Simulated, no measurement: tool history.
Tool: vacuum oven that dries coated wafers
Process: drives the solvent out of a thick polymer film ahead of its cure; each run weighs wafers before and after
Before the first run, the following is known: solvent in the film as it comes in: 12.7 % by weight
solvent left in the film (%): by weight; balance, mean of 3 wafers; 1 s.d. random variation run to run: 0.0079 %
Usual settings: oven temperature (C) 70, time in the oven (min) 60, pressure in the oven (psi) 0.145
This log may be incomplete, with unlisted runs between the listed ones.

{"run": 1, "day": 0.0, "oven temperature (C)": 70, "time in the oven (min)": 60, "pressure in the oven (psi)": 0.145, "solvent left in the film (%)": 0.741}
{"run": 2, "day": 0.758, "oven temperature (C)": 64, "time in the oven (min)": 60, "pressure in the oven (psi)": 0.145, "solvent left in the film (%)": 1.39}
{"run": 3, "day": 2.05, "oven temperature (C)": 70, "time in the oven (min)": 60, "pressure in the oven (psi)": 0.3, "solvent left in the film (%)": 1.125}
{"run": 4, "day": 3.079, "oven temperature (C)": 70, "time in the oven (min)": 75, "pressure in the oven (psi)": 0.3, "solvent left in the film (%)": 0.945}
{"run": 5, "day": 4.671, "oven temperature (C)": 65, "time in the oven (min)": 60, "pressure in the oven (psi)": 0.145, "solvent left in the film (%)": 1.251}
{"run": 6, "day": 6.304, "oven temperature (C)": 65, "time in the oven (min)": 60, "pressure in the oven (psi)": 0.145, "solvent left in the film (%)": 1.265}
{"run": 7, "day": 7.546, "oven temperature (C)": 65, "time in the oven (min)": 60, "pressure in the oven (psi)": 0.145, "solvent left in the film (%)": 1.258}
{"run": 8, "day": 9.242, "oven temperature (C)": 65, "time in the oven (min)": 60, "pressure in the oven (psi)": 0.145, "solvent left in the film (%)": 1.254}
{"run": 9, "day": 10.121, "oven temperature (C)": 65, "time in the oven (min)": 60, "pressure in the oven (psi)": 0.145, "solvent left in the film (%)": 1.251}
{"run": 10, "day": 10.917, "oven temperature (C)": 65, "time in the oven (min)": 60, "pressure in the oven (psi)": 0.145, "solvent left in the film (%)": 1.241}
{"run": 11, "day": 12.458, "oven temperature (C)": 70, "time in the oven (min)": 60, "pressure in the oven (psi)": 0.145, "solvent left in the film (%)": 0.749}
{"run": 12, "day": 13.221, "oven temperature (C)": 70, "time in the oven (min)": 60, "pressure in the oven (psi)": 0.145, "solvent left in the film (%)": 0.741}
{"run": 13, "day": 14.042, "oven temperature (C)": 70, "time in the oven (min)": 60, "pressure in the oven (psi)": 0.145, "solvent left in the film (%)": 0.744}
{"run": 14, "day": 15.288, "oven temperature (C)": 70, "time in the oven (min)": 60, "pressure in the oven (psi)": 0.145, "solvent left in the film (%)": 0.739}
{"run": 15, "day": 17.025, "oven temperature (C)": 70, "time in the oven (min)": 60, "pressure in the oven (psi)": 0.145, "solvent left in the film (%)": 0.733}
{"run": 16, "day": 17.838, "oven temperature (C)": 70, "time in the oven (min)": 60, "pressure in the oven (psi)": 0.12, "solvent left in the film (%)": 0.67}
{"run": 17, "day": 18.65, "oven temperature (C)": 70, "time in the oven (min)": 60, "pressure in the oven (psi)": 0.12, "solvent left in the film (%)": 0.68}
{"run": 18, "day": 19.538, "oven temperature (C)": 70, "time in the oven (min)": 60, "pressure in the oven (psi)": 0.171, "solvent left in the film (%)": 0.799}
{"day": 19.725, "done": "oven's thermocouples calibrated"}
{"run": 19, "day": 20.658, "oven temperature (C)": 70, "time in the oven (min)": 60, "pressure in the oven (psi)": 0.171, "solvent left in the film (%)": 0.755}
{"run": 20, "day": 21.488, "oven temperature (C)": 70, "time in the oven (min)": 60, "pressure in the oven (psi)": 0.171, "solvent left in the film (%)": 0.747}
{"run": 21, "day": 22.7, "oven temperature (C)": 70, "time in the oven (min)": 60, "pressure in the oven (psi)": 0.365, "solvent left in the film (%)": 1.214}
{"run": 22, "day": 23.517, "oven temperature (C)": 70, "time in the oven (min)": 60, "pressure in the oven (psi)": 0.454, "solvent left in the film (%)": 1.428}
{"run": 23, "day": 24.333, "oven temperature (C)": 70, "time in the oven (min)": 60, "pressure in the oven (psi)": 0.454, "solvent left in the film (%)": 1.439}
{"run": 24, "day": 25.362, "oven temperature (C)": 81, "time in the oven (min)": 92, "pressure in the oven (psi)": 0.09, "solvent left in the film (%)": 0.183}
{"run": 25, "day": 26.821, "oven temperature (C)": 81, "time in the oven (min)": 33, "pressure in the oven (psi)": 0.09, "solvent left in the film (%)": 0.463}
{"run": 26, "day": 28.088, "oven temperature (C)": 63, "time in the oven (min)": 81, "pressure in the oven (psi)": 0.086, "solvent left in the film (%)": 0.742}
{"day": 29.1, "done": "oven's thermocouples calibrated, once more"}
{"run": 27, "day": 29.933, "oven temperature (C)": 78, "time in the oven (min)": 102, "pressure in the oven (psi)": 0.178, "solvent left in the film (%)": 0.392}
{"run": 28, "day": 31.625, "oven temperature (C)": 57, "time in the oven (min)": 83, "pressure in the oven (psi)": 0.209, "solvent left in the film (%)": 2.171}
{"run": 29, "day": 32.579, "oven temperature (C)": 82, "time in the oven (min)": 106, "pressure in the oven (psi)": 0.244, "solvent left in the film (%)": 0.452}
{"run": 30, "day": 34.042, "oven temperature (C)": 82, "time in the oven (min)": 106, "pressure in the oven (psi)": 0.244, "solvent left in the film (%)": 0.452}
{"run": 31, "day": 35.008, "oven temperature (C)": 81, "time in the oven (min)": 45, "pressure in the oven (psi)": 0.212, "solvent left in the film (%)": 0.507}
{"run": 32, "day": 36.212, "oven temperature (C)": 81, "time in the oven (min)": 75, "pressure in the oven (psi)": 0.084, "solvent left in the film (%)": 0.202}
{"run": 33, "day": 37.683, "oven temperature (C)": 70, "time in the oven (min)": 61, "pressure in the oven (psi)": 0.21, "solvent left in the film (%)": 0.956}
{"run": 34, "day": 39.367, "oven temperature (C)": 70, "time in the oven (min)": 57, "pressure in the oven (psi)": 0.278, "solvent left in the film (%)": 1.202}
{"run": 35, "day": 40.162, "oven temperature (C)": 70, "time in the oven (min)": 57, "pressure in the oven (psi)": 0.278, "solvent left in the film (%)": 1.194}
{"run": 36, "day": 41.479, "oven temperature (C)": 68, "time in the oven (min)": 32, "pressure in the oven (psi)": 0.086, "solvent left in the film (%)": 2.324}
{"run": 37, "day": 42.904, "oven temperature (C)": 70, "time in the oven (min)": 67, "pressure in the oven (psi)": 0.28, "solvent left in the film (%)": 1.022}
{"run": 38, "day": 43.721, "oven temperature (C)": 74, "time in the oven (min)": 60, "pressure in the oven (psi)": 0.1, "solvent left in the film (%)": 0.44}
{"run": 39, "day": 44.95, "oven temperature (C)": 74, "time in the oven (min)": 60, "pressure in the oven (psi)": 0.1, "solvent left in the film (%)": 0.452}
{"run": 40, "day": 46.3, "oven temperature (C)": 74, "time in the oven (min)": 38, "pressure in the oven (psi)": 0.313, "solvent left in the film (%)": 1.427}
{"run": 41, "day": 47.958, "oven temperature (C)": 64, "time in the oven (min)": 46, "pressure in the oven (psi)": 0.338, "solvent left in the film (%)": 2.719}
{"run": 42, "day": 49.471, "oven temperature (C)": 64, "time in the oven (min)": 46, "pressure in the oven (psi)": 0.338, "solvent left in the film (%)": 2.688}
{"run": 43, "day": 50.358, "oven temperature (C)": 64, "time in the oven (min)": 46, "pressure in the oven (psi)": 0.338, "solvent left in the film (%)": 2.686}
{"run": 44, "day": 51.95, "oven temperature (C)": 64, "time in the oven (min)": 46, "pressure in the oven (psi)": 0.338, "solvent left in the film (%)": 2.674}
{"run": 45, "day": 53.342, "oven temperature (C)": 70, "time in the oven (min)": 77, "pressure in the oven (psi)": 0.402, "solvent left in the film (%)": 1.256}
{"run": 46, "day": 55.125, "oven temperature (C)": 73, "time in the oven (min)": 51, "pressure in the oven (psi)": 0.247, "solvent left in the film (%)": 0.964}

What would each run have given without the hidden state, its run-to-run variation left as it was?
Hidden conditions of the tool in this case: true wafer temperature over the reading, C; true pressure over the reading, kPa; drift of the gauge itself on solvent_pct, %.
run=1 solvent_left_in_the_film_(%)=0.75
run=2 solvent_left_in_the_film_(%)=1.438
run=3 solvent_left_in_the_film_(%)=1.147
run=4 solvent_left_in_the_film_(%)=0.943
run=5 solvent_left_in_the_film_(%)=1.299
run=6 solvent_left_in_the_film_(%)=1.314
run=7 solvent_left_in_the_film_(%)=1.309
run=8 solvent_left_in_the_film_(%)=1.308
run=9 solvent_left_in_the_film_(%)=1.306
run=10 solvent_left_in_the_film_(%)=1.297
run=11 solvent_left_in_the_film_(%)=0.765
run=12 solvent_left_in_the_film_(%)=0.758
run=13 solvent_left_in_the_film_(%)=0.761
run=14 solvent_left_in_the_film_(%)=0.757
run=15 solvent_left_in_the_film_(%)=0.751
run=16 solvent_left_in_the_film_(%)=0.686
run=17 solvent_left_in_the_film_(%)=0.697
run=18 solvent_left_in_the_film_(%)=0.822
run=19 solvent_left_in_the_film_(%)=0.822
run=20 solvent_left_in_the_film_(%)=0.815
run=21 solvent_left_in_the_film_(%)=1.315
run=22 solvent_left_in_the_film_(%)=1.544
run=23 solvent_left_in_the_film_(%)=1.557
run=24 solvent_left_in_the_film_(%)=0.146
run=25 solvent_left_in_the_film_(%)=0.535
run=26 solvent_left_in_the_film_(%)=0.813
run=27 solvent_left_in_the_film_(%)=0.335
run=28 solvent_left_in_the_film_(%)=2.089
run=29 solvent_left_in_the_film_(%)=0.404
run=30 solvent_left_in_the_film_(%)=0.403
run=31 solvent_left_in_the_film_(%)=0.465
run=32 solvent_left_in_the_film_(%)=0.148
run=33 solvent_left_in_the_film_(%)=0.903
run=34 solvent_left_in_the_film_(%)=1.159
run=35 solvent_left_in_the_film_(%)=1.152
run=36 solvent_left_in_the_film_(%)=2.334
run=37 solvent_left_in_the_film_(%)=0.969
run=38 solvent_left_in_the_film_(%)=0.383
run=39 solvent_left_in_the_film_(%)=0.396
run=40 solvent_left_in_the_film_(%)=1.424
run=41 solvent_left_in_the_film_(%)=2.733
run=42 solvent_left_in_the_film_(%)=2.706
run=43 solvent_left_in_the_film_(%)=2.707
run=44 solvent_left_in_the_film_(%)=2.699
run=45 solvent_left_in_the_film_(%)=1.206
run=46 solvent_left_in_the_film_(%)=0.937

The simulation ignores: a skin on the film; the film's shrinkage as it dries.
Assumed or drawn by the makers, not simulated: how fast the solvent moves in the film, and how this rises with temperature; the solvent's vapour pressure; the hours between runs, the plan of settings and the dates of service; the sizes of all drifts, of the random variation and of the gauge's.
